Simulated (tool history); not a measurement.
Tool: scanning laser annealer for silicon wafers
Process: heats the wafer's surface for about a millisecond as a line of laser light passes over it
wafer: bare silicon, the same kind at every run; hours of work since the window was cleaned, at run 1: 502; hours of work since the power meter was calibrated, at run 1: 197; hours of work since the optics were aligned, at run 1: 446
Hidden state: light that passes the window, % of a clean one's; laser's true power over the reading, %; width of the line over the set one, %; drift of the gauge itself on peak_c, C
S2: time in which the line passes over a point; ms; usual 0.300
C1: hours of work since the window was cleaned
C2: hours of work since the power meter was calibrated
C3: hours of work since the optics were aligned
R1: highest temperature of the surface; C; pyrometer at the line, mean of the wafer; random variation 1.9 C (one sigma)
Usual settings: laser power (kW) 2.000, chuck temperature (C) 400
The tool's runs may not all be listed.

Run 1, hour 0.0: usual settings; C1 502; C2 197; C3 446. Result: R1 1155 C.
Run 2, hour 17.5: usual settings; C1 514; C2 210; C3 458. Result: R1 1157 C.
Run 3, hour 37.7: usual settings; C1 529; C2 224; C3 473. Result: R1 1157 C.
Run 4, hour 57.7: usual settings; C1 543; C2 239; C3 487. Result: R1 1154 C.
Run 5, hour 72.8: usual settings; C1 554; C2 250; C3 498. Result: R1 1153 C.
Run 6, hour 90.6: usual settings but chuck temperature (C) 360; C1 567; C2 262; C3 511. Result: R1 1115 C.
Run 7, hour 106.2: usual settings but chuck temperature (C) 360; C1 578; C2 274; C3 522. Result: R1 1115 C.
Run 8, hour 115.0: usual settings but S2 0.239 ms, chuck temperature (C) 360; C1 584; C2 280; C3 528. Result: R1 1032 C.
Run 9, hour 124.8: usual settings; C1 591; C2 287; C3 535. Result: R1 1154 C.
Run 10, hour 137.3: usual settings; C1 600; C2 296; C3 544. Result: R1 1152 C.
Run 11, hour 148.8: usual settings; C1 609; C2 304; C3 553. Result: R1 1148 C.
Run 12, hour 163.8: usual settings; C1 619; C2 315; C3 563. Result: R1 1152 C.
Run 13, hour 185.0: usual settings; C1 635; C2 330; C3 579. Result: R1 1148 C.
Run 14, hour 202.1: usual settings; C1 647; C2 342; C3 591. Result: R1 1150 C.
Run 15, hour 214.7: usual settings but chuck temperature (C) 369; C1 656; C2 351; C3 600. Result: R1 1120 C.
Run 16, hour 229.1: usual settings but laser power (kW) 2.064; C1 666; C2 362; C3 610. Result: R1 1180 C.
Run 17, hour 250.3: usual settings but laser power (kW) 2.064; C1 681; C2 377; C3 625. Result: R1 1179 C.
Run 18, hour 271.1: usual settings but laser power (kW) 2.064; C1 696; C2 392; C3 640. Result: R1 1177 C.
Run 19, hour 289.7: usual settings but laser power (kW) 2.064; C1 710; C2 405; C3 654. Result: R1 1175 C.
Run 20, hour 302.5: usual settings but laser power (kW) 2.064; C1 719; C2 414; C3 663. Result: R1 1178 C.
At hour 314.3: window over the wafer cleaned.
Run 21, hour 322.2: usual settings but laser power (kW) 2.064; C1 6; C2 427; C3 676. Result: R1 1218 C.
Run 22, hour 334.3: usual settings but laser power (kW) 1.781, S2 0.363 ms, chuck temperature (C) 397; C1 14; C2 436; C3 684. Result: R1 1136 C.
Run 23, hour 355.5: usual settings but laser power (kW) 1.748, S2 0.223 ms, chuck temperature (C) 402; C1 30; C2 451; C3 699. Result: R1 964 C.
At hour 362.0: optics aligned, line set to its width.
Run 24, hour 379.1: usual settings but laser power (kW) 1.703, S2 0.267 ms, chuck temperature (C) 402; C1 43; C2 464; C3 12. Result: R1 999 C.
Run 25, hour 393.1: usual settings but laser power (kW) 1.703, S2 0.267 ms, chuck temperature (C) 402; C1 53; C2 474; C3 22. Result: R1 998 C.
Run 26, hour 412.2: usual settings but laser power (kW) 1.753, S2 0.349 ms, chuck temperature (C) 393; C1 67; C2 488; C3 36. Result: R1 1095 C.
Run 27, hour 431.1: usual settings but laser power (kW) 1.753, S2 0.349 ms, chuck temperature (C) 393; C1 80; C2 502; C3 50. Result: R1 1096 C.
Run 28, hour 448.1: usual settings but laser power (kW) 2.182, S2 0.343 ms; C1 92; C2 514; C3 62. Result: R1 1328 C.
At hour 468.3: optics aligned, line set to its width, once more.
Run 29, hour 473.7: usual settings but laser power (kW) 2.182, S2 0.343 ms; C1 107; C2 529; C3 4. Result: R1 1338 C.
Run 30, hour 492.6: usual settings but laser power (kW) 1.960, S2 0.270 ms, chuck temperature (C) 408; C1 121; C2 542; C3 17. Result: R1 1133 C.
Run 31, hour 511.7: usual settings but laser power (kW) 1.781, S2 0.261 ms; C1 135; C2 556; C3 31. Result: R1 1029 C.
Run 32, hour 526.2: usual settings but laser power (kW) 1.849, S2 0.275 ms, chuck temperature (C) 385; C1 145; C2 566; C3 42. Result: R1 1063 C.
Run 33, hour 546.1: usual settings but S2 0.375 ms, chuck temperature (C) 367; C1 159; C2 581; C3 56. Result: R1 1239 C.
Run 34, hour 564.9: usual settings but S2 0.375 ms, chuck temperature (C) 367; C1 173; C2 594; C3 69. Result: R1 1241 C.
Run 35, hour 585.5: usual settings but laser power (kW) 1.841, S2 0.227 ms, chuck temperature (C) 377; C1 187; C2 609; C3 84. Result: R1 991 C.
Run 36, hour 602.1: usual settings but laser power (kW) 2.156, S2 0.279 ms, chuck temperature (C) 431; C1 199; C2 621; C3 96. Result: R1 1259 C.
Run 37, hour 616.6: usual settings but laser power (kW) 1.982, S2 0.378 ms, chuck temperature (C) 368; C1 210; C2 631; C3 106. Result: R1 1229 C.
Run 38, hour 633.0: usual settings but S2 0.357 ms; C1 222; C2 643; C3 118. Result: R1 1247 C.
Run 39, hour 649.6: usual settings but S2 0.357 ms; C1 233; C2 655; C3 130. Result: R1 1244 C.
Run 40, hour 659.7: usual settings but laser power (kW) 1.777, S2 0.226 ms, chuck temperature (C) 387; C1 241; C2 662; C3 137. Result: R1 966 C.
Run 41, hour 678.2: usual settings but laser power (kW) 1.796, S2 0.237 ms, chuck temperature (C) 387; C1 254; C2 676; C3 151. Result: R1 988 C.

The same runs without the tool's hidden state, with the same run-to-run variation:
run    R1
  1  1183
  2  1186
  3  1187
  4  1185
  5  1184
  6  1147
  7  1148
  8  1062
  9  1187
 10  1186
 11  1183
 12  1187
 13  1184
 14  1186
 15  1157
 16  1219
 17  1219
 18  1218
 19  1217
 20  1220
 21  1221
 22  1140
 23   968
 24  1006
 25  1005
 26  1103
 27  1105
 28  1341
 29  1340
 30  1136
 31  1031
 32  1067
 33  1244
 34  1247
 35   996
 36  1267
 37  1237
 38  1256
 39  1254
 40   973
 41   996
